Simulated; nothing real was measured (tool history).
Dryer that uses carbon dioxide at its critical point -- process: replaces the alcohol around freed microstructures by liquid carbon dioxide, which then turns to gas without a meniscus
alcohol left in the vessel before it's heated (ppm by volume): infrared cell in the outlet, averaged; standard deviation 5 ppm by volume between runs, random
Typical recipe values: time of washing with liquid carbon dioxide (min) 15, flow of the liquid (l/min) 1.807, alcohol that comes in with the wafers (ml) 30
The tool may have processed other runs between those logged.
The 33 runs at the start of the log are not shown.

run,day,time of washing with liquid carbon dioxide (min),flow of the liquid (l/min),alcohol that comes in with the wafers (ml),hours of work since the filter was changed,hours of work since the purifier's bed was changed,alcohol left in the vessel before it's heated (ppm by volume)
34,10.638,23,2.33,38,240,342,95
35,10.912,23,2.33,38,244,345,102
36,11.304,11,1.34,30,249,350,335
37,11.696,11,1.49,44,253,355,351
38,12.05,17,2.99,22,258,359,110
39,12.483,11,1.24,22,263,364,353
40,12.712,11,1.24,22,266,367,349
41,13.133,22,1.69,22,271,372,104
42,13.533,22,1.69,105,276,377,108
43,13.742,16,1.69,24,278,380,122
44,14.154,15,1.21,24,283,385,204
45,14.575,10,1.21,24,288,390,491
46,14.796,10,1.21,24,291,392,490
47,15,20,1.53,29,294,395,117
48,15.192,20,1.53,29,296,397,129

What if the next run were any one of these 3? Each begins from the tool's condition after run 48:
A,15.375,13,1.7,38,298,400,?
B,15.375,20,1.53,73,298,400,?
C,15.375,15,1.14,30,298,400,?

run,alcohol left in the vessel before it's heated (ppm by volume)
A,181
B,139
C,256
Without the tool's unlogged condition, the same runs would have read:
run,alcohol left in the vessel before it's heated (ppm by volume)
A,52
B,18
C,110
